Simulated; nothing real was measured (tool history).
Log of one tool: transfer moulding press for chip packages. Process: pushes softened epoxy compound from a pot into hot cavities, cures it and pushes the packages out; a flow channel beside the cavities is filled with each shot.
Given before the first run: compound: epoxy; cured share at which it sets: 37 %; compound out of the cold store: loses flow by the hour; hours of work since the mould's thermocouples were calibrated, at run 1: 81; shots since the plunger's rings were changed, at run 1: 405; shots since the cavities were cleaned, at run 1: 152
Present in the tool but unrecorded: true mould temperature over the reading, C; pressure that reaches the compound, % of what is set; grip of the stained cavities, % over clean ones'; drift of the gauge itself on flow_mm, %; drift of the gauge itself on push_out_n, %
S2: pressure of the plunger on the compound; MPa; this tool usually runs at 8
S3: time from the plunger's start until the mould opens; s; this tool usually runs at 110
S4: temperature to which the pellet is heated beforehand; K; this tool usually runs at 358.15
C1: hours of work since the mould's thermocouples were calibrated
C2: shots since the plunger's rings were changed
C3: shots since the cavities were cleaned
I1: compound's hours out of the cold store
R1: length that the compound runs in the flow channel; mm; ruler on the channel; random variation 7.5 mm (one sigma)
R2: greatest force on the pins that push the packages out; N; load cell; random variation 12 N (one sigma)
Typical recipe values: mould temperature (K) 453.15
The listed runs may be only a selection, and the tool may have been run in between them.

{"run": 1, "hour": 0.0, "mould temperature (K)": 453.15, "S2": 8, "S3": 110, "S4": 358.15, "C1": 81, "C2": 405, "C3": 152, "I1": 21.1, "R1": 949, "R2": 675}
{"run": 2, "hour": 36.0, "mould temperature (K)": 453.15, "S2": 8, "S3": 110, "S4": 358.15, "C1": 97, "C2": 675, "C3": 422, "I1": 38.6, "R1": 875, "R2": 717}
{"run": 3, "hour": 82.1, "mould temperature (K)": 461.15, "S2": 8, "S3": 110, "S4": 358.15, "C1": 116, "C2": 1020, "C3": 767, "I1": 14.3, "R1": 927, "R2": 620}
{"hour": 118.3, "done": "cavities cleaned with cleaning compound and waxed"}
{"run": 4, "hour": 128.3, "mould temperature (K)": 461.15, "S2": 8, "S3": 109, "S4": 358.15, "C1": 136, "C2": 1355, "C3": 76, "I1": 47.9, "R1": 804, "R2": 699}
{"run": 5, "hour": 178.1, "mould temperature (K)": 461.15, "S2": 8, "S3": 109, "S4": 358.15, "C1": 157, "C2": 1727, "C3": 448, "I1": 40.1, "R1": 817, "R2": 692}
{"run": 6, "hour": 212.8, "mould temperature (K)": 453.15, "S2": 8, "S3": 110, "S4": 366.15, "C1": 172, "C2": 1987, "C3": 708, "I1": 13.9, "R1": 945, "R2": 983}
{"hour": 243.3, "done": "cavities cleaned with cleaning compound and waxed, once more"}
{"run": 7, "hour": 248.6, "mould temperature (K)": 453.15, "S2": 8, "S3": 110, "S4": 366.15, "C1": 187, "C2": 2244, "C3": 40, "I1": 8.3, "R1": 979, "R2": 653}
{"run": 8, "hour": 299.8, "mould temperature (K)": 453.15, "S2": 8, "S3": 110, "S4": 366.15, "C1": 209, "C2": 2627, "C3": 423, "I1": 19.8, "R1": 908, "R2": 766}
{"run": 9, "hour": 338.9, "mould temperature (K)": 453.15, "S2": 8, "S3": 110, "S4": 366.15, "C1": 226, "C2": 2920, "C3": 716, "I1": 41.7, "R1": 835, "R2": 784}
{"hour": 382.8, "done": "cavities cleaned with cleaning compound and waxed"}
{"run": 10, "hour": 383.7, "mould temperature (K)": 453.15, "S2": 9.86, "S3": 110, "S4": 358.15, "C1": 244, "C2": 3243, "C3": 6, "I1": 32.4, "R1": 957, "R2": 623}
{"run": 11, "hour": 431.6, "mould temperature (K)": 453.15, "S2": 8.46, "S3": 115, "S4": 358.15, "C1": 265, "C2": 3602, "C3": 365, "I1": 41.3, "R1": 838, "R2": 668}
{"run": 12, "hour": 479.4, "mould temperature (K)": 453.15, "S2": 8.46, "S3": 115, "S4": 358.15, "C1": 286, "C2": 3960, "C3": 723, "I1": 39.6, "R1": 828, "R2": 770}
{"hour": 500.5, "done": "plunger's sealing rings changed"}
{"run": 13, "hour": 502.9, "mould temperature (K)": 453.15, "S2": 8, "S3": 136, "S4": 356.15, "C1": 295, "C2": 19, "C3": 881, "I1": 39.2, "R1": 886, "R2": 612}

Forecast each of these 5 alternatives for the next run:
{"hour": 523.1, "done": "cavities cleaned with cleaning compound and waxed"}
{"run": "A", "hour": 540.9, "mould temperature (K)": 453.15, "S2": 8.4, "S3": 110, "S4": 356.15, "C1": 310, "C2": 292, "C3": 134, "I1": 13.6, "R1": "?", "R2": "?"}
{"hour": 523.1, "done": "cavities cleaned with cleaning compound and waxed"}
{"run": "B", "hour": 540.9, "mould temperature (K)": 453.15, "S2": 6.92, "S3": 91, "S4": 364.15, "C1": 310, "C2": 292, "C3": 134, "I1": 25.6, "R1": "?", "R2": "?"}
{"hour": 523.1, "done": "cavities cleaned with cleaning compound and waxed"}
{"run": "C", "hour": 540.9, "mould temperature (K)": 453.15, "S2": 9.9, "S3": 127, "S4": 357.15, "C1": 310, "C2": 292, "C3": 134, "I1": 33.5, "R1": "?", "R2": "?"}
{"hour": 523.1, "done": "cavities cleaned with cleaning compound and waxed"}
{"run": "D", "hour": 540.9, "mould temperature (K)": 455.15, "S2": 6.4, "S3": 118, "S4": 358.15, "C1": 310, "C2": 292, "C3": 134, "I1": 22.3, "R1": "?", "R2": "?"}
{"hour": 523.1, "done": "cavities cleaned with cleaning compound and waxed"}
{"run": "E", "hour": 540.9, "mould temperature (K)": 457.15, "S2": 6.91, "S3": 110, "S4": 352.15, "C1": 310, "C2": 292, "C3": 134, "I1": 24.8, "R1": "?", "R2": "?"}

run=A R1=1009 R2=688
run=B R1=854 R2=1018
run=C R1=995 R2=513
run=D R1=819 R2=547
run=E R1=850 R2=567
Take away the tool's hidden state, keep each run's random variation, and the runs would have read:
run=A R1=1014 R2=585
run=B R1=858 R2=860
run=C R1=1000 R2=448
run=D R1=823 R2=475
run=E R1=854 R2=492

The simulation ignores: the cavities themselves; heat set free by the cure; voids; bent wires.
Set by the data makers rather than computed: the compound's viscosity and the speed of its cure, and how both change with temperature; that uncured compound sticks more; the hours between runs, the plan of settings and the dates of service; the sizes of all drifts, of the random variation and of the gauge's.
